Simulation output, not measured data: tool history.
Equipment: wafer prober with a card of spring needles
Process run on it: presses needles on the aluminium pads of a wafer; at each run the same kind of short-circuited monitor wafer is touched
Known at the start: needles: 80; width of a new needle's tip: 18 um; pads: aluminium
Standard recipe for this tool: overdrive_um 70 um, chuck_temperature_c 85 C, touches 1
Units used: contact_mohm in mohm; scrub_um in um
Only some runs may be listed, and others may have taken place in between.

run   hour  overdrive_um  chuck_temperature_c  touches  contact_mohm  scrub_um
  1    0.0            70                   85        1           238     15.24
  2   52.9            50                   85        1           266     10.81
  3   96.3            70                   85        1           252     15.45
  4  182.5            70                   85        1           248     15.26
  5  231.7            70                   85        1           260     15.28
  6  302.0            64                   46        1           248     13.55
  7  375.8            70                   92        1           254     15.00
  8  449.6            59                   85        1           269     12.67
  9  545.8            70                  104        3           245     14.80
 10  637.8            74                  105        1           245     15.82

Withheld: 44 entries from between the runs. Position of each, and hidden state at the listed run before versus the listed run after:
In the gap between runs 1 and 2: tips cleaned on abrasive film (hour 15.4); tips cleaned on abrasive film (hour 30.9); tips cleaned on abrasive film (hour 46.3)
  debris on the tips, nm: 4.1 -> 31.9; way that the needles fall short of the set height, um: 0.55 -> 0.73; tips' diameter, um: 19.39 -> 19.46
  the result without the hidden state subtracted from the measured one, contact_mohm: +3 -> +23 mohm; scrub_um: -0.12 -> -0.16 um
In the gap between runs 2 and 3: tips cleaned on abrasive film (hour 59.1); tips cleaned on abrasive film (hour 74.6); tips cleaned on abrasive film (hour 90.1)
  debris on the tips, nm: 31.9 -> 29.2; way that the needles fall short of the set height, um: 0.73 -> 0.94; tips' diameter, um: 19.46 -> 19.53
  the result without the hidden state subtracted from the measured one, contact_mohm: +23 -> +13 mohm; scrub_um: -0.16 -> -0.21 um
In the gap between runs 3 and 4: tips cleaned on abrasive film (hour 102.7); tips cleaned on abrasive film (hour 118.1); tips cleaned on abrasive film (hour 130.5); tips cleaned on abrasive film (hour 146.0); tips cleaned on abrasive film (hour 161.5); tips cleaned on abrasive film (hour 176.9)
  debris on the tips, nm: 29.2 -> 30.1; way that the needles fall short of the set height, um: 0.94 -> 1.3; tips' diameter, um: 19.53 -> 19.65
  the result without the hidden state subtracted from the measured one, contact_mohm: +13 -> +12 mohm; scrub_um: -0.21 -> -0.29 um
In the gap between runs 4 and 5: tips cleaned on abrasive film (hour 191.8); tips cleaned on abrasive film (hour 204.2); tips cleaned on abrasive film (hour 219.7)
  debris on the tips, nm: 30.1 -> 48.6; way that the needles fall short of the set height, um: 1.3 -> 1.48; tips' diameter, um: 19.65 -> 19.72
  the result without the hidden state subtracted from the measured one, contact_mohm: +12 -> +21 mohm; scrub_um: -0.29 -> -0.33 um
In the gap between runs 5 and 6: tips cleaned on abrasive film (hour 234.9); tips cleaned on abrasive film (hour 250.4); tips cleaned on abrasive film (hour 265.8); tips cleaned on abrasive film (hour 281.3); tips cleaned on abrasive film (hour 293.7)
  debris on the tips, nm: 48.6 -> 33.3; way that the needles fall short of the set height, um: 1.48 -> 1.83; tips' diameter, um: 19.72 -> 19.84
  the result without the hidden state subtracted from the measured one, contact_mohm: +21 -> +19 mohm; scrub_um: -0.33 -> -0.40 um
In the gap between runs 6 and 7: tips cleaned on abrasive film (hour 308.3); tips cleaned on abrasive film (hour 323.8); tips cleaned on abrasive film (hour 336.1); tips cleaned on abrasive film (hour 351.6); tips cleaned on abrasive film (hour 367.1)
  debris on the tips, nm: 33.3 -> 39.5; way that the needles fall short of the set height, um: 1.83 -> 2.14; tips' diameter, um: 19.84 -> 19.95
  the result without the hidden state subtracted from the measured one, contact_mohm: +19 -> +17 mohm; scrub_um: -0.40 -> -0.47 um
In the gap between runs 7 and 8: tips cleaned on abrasive film (hour 382.0); tips cleaned on abrasive film (hour 394.4); tips cleaned on abrasive film (hour 409.9); tips cleaned on abrasive film (hour 425.3); tips cleaned on abrasive film (hour 437.7)
  debris on the tips, nm: 39.5 -> 48; way that the needles fall short of the set height, um: 2.14 -> 2.46; tips' diameter, um: 19.95 -> 20.06
  the result without the hidden state subtracted from the measured one, contact_mohm: +17 -> +29 mohm; scrub_um: -0.47 -> -0.55 um
In the gap between runs 8 and 9: tips cleaned on abrasive film (hour 452.8); tips cleaned on abrasive film (hour 468.2); tips cleaned on abrasive film (hour 483.7); tips cleaned on abrasive film (hour 499.2); tips cleaned on abrasive film (hour 514.6); tips cleaned on abrasive film (hour 530.1); tips cleaned on abrasive film (hour 542.5)
  debris on the tips, nm: 48 -> 19.1; way that the needles fall short of the set height, um: 2.46 -> 2.9; tips' diameter, um: 20.06 -> 20.21
  the result without the hidden state subtracted from the measured one, contact_mohm: +29 -> +4 mohm; scrub_um: -0.55 -> -0.64 um
In the gap between runs 9 and 10: tips cleaned on abrasive film (hour 555.1); tips cleaned on abrasive film (hour 567.5); tips cleaned on abrasive film (hour 583.0); tips cleaned on abrasive film (hour 595.4); tips cleaned on abrasive film (hour 610.8); tips cleaned on abrasive film (hour 623.2); tips cleaned on abrasive film (hour 637.8)
  debris on the tips, nm: 19.1 -> 5.6; way that the needles fall short of the set height, um: 2.9 -> 3.35; tips' diameter, um: 20.21 -> 20.37
  the result without the hidden state subtracted from the measured one, contact_mohm: +4 -> +4 mohm; scrub_um: -0.64 -> -0.74 um

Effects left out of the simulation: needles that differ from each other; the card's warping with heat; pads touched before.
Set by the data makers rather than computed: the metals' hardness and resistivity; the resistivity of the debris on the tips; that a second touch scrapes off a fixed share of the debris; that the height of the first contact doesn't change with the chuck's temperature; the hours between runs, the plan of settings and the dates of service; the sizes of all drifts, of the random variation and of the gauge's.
